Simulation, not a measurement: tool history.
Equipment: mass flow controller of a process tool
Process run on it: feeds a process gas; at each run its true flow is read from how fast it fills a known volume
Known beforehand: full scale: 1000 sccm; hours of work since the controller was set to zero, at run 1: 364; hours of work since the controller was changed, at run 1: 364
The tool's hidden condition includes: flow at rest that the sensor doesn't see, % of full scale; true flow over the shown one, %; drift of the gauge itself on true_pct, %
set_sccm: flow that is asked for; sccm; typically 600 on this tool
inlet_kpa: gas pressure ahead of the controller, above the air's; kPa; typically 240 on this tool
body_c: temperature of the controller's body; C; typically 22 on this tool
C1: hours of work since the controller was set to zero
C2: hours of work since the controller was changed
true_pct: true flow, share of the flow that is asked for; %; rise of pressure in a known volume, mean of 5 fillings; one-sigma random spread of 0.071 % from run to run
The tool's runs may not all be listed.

Run 1, hour 0: usual settings; C1 364; C2 364. Result: true_pct 99.79 %.
Run 2, hour 61.5: usual settings but body_c 30 C; C1 390; C2 390. Result: true_pct 100 %.
Run 3, hour 120.4: usual settings but inlet_kpa 157 kPa; C1 414; C2 414. Result: true_pct 99.65 %.
Run 4, hour 187.4: usual settings but inlet_kpa 157 kPa; C1 442; C2 442. Result: true_pct 99.85 %.
Run 5, hour 225.3: usual settings but inlet_kpa 157 kPa; C1 458; C2 458. Result: true_pct 99.72 %.
Run 6, hour 279.9: usual settings; C1 481; C2 481. Result: true_pct 99.65 %.
Run 7, hour 367.8: usual settings but set_sccm 398 sccm; C1 518; C2 518. Result: true_pct 99.44 %.
Run 8, hour 410.4: usual settings but set_sccm 398 sccm; C1 536; C2 536. Result: true_pct 99.49 %.
Run 9, hour 479.7: usual settings; C1 565; C2 565. Result: true_pct 99.74 %.
Run 10, hour 519.7: usual settings; C1 582; C2 582. Result: true_pct 99.57 %.
Run 11, hour 600.1: usual settings; C1 616; C2 616. Result: true_pct 99.6 %.
Run 12, hour 662: usual settings; C1 642; C2 642. Result: true_pct 99.74 %.
Run 13, hour 705.7: usual settings; C1 660; C2 660. Result: true_pct 99.81 %.
Run 14, hour 769.4: usual settings; C1 687; C2 687. Result: true_pct 99.77 %.
Run 15, hour 810.5: usual settings; C1 704; C2 704. Result: true_pct 99.73 %.
Run 16, hour 873.5: usual settings; C1 730; C2 730. Result: true_pct 99.77 %.
Run 17, hour 923.8: usual settings; C1 751; C2 751. Result: true_pct 99.83 %.
Run 18, hour 961.4: usual settings but set_sccm 249 sccm, inlet_kpa 152 kPa, body_c 21 C; C1 767; C2 767. Result: true_pct 99.22 %.
Run 19, hour 1042.6: usual settings but set_sccm 524 sccm, inlet_kpa 190 kPa, body_c 40 C; C1 801; C2 801. Result: true_pct 100.34 %.
Run 20, hour 1082.8: usual settings but set_sccm 524 sccm, inlet_kpa 190 kPa, body_c 40 C; C1 818; C2 818. Result: true_pct 100.31 %.
Run 21, hour 1121.4: usual settings but set_sccm 445 sccm, inlet_kpa 216 kPa, body_c 38 C; C1 834; C2 834. Result: true_pct 100.13 %.
Run 22, hour 1167.5: usual settings but set_sccm 352 sccm; C1 854; C2 854. Result: true_pct 99.43 %.
Run 23, hour 1230.5: usual settings but set_sccm 351 sccm; C1 880; C2 880. Result: true_pct 99.23 %.
Run 24, hour 1278: usual settings but set_sccm 351 sccm, body_c 39 C; C1 900; C2 900. Result: true_pct 99.94 %.
Run 25, hour 1365.1: usual settings but set_sccm 351 sccm, body_c 39 C; C1 936; C2 936. Result: true_pct 99.79 %.
Run 26, hour 1419: usual settings but inlet_kpa 196 kPa; C1 959; C2 959. Result: true_pct 99.93 %.
Run 27, hour 1460.8: usual settings but inlet_kpa 196 kPa; C1 977; C2 977. Result: true_pct 99.86 %.

5 ways to go on from here, each from the tool as it stands after run 27. What would each give?
Run A, hour 1525.4: usual settings but inlet_kpa 186 kPa, body_c 39 C; C1 1004; C2 1004. Result: true_pct ?.
Run B, hour 1525.4: usual settings but inlet_kpa 196 kPa, body_c 25 C; C1 1004; C2 1004. Result: true_pct ?.
Run C, hour 1525.4: usual settings but set_sccm 786 sccm, body_c 21 C; C1 1004; C2 1004. Result: true_pct ?.
Run D, hour 1525.4: usual settings but inlet_kpa 150 kPa, body_c 32 C; C1 1004; C2 1004. Result: true_pct ?.
Run E, hour 1525.4: usual settings but set_sccm 137 sccm, body_c 23 C; C1 1004; C2 1004. Result: true_pct ?.

run  true_pct
  A     100.5
  B    100.02
  C    100.04
  D    100.29
  E     98.19
Without the tool's unlogged condition, the same runs would have read:
run  true_pct
  A    100.17
  B     99.69
  C     99.63
  D     99.96
  E     99.13

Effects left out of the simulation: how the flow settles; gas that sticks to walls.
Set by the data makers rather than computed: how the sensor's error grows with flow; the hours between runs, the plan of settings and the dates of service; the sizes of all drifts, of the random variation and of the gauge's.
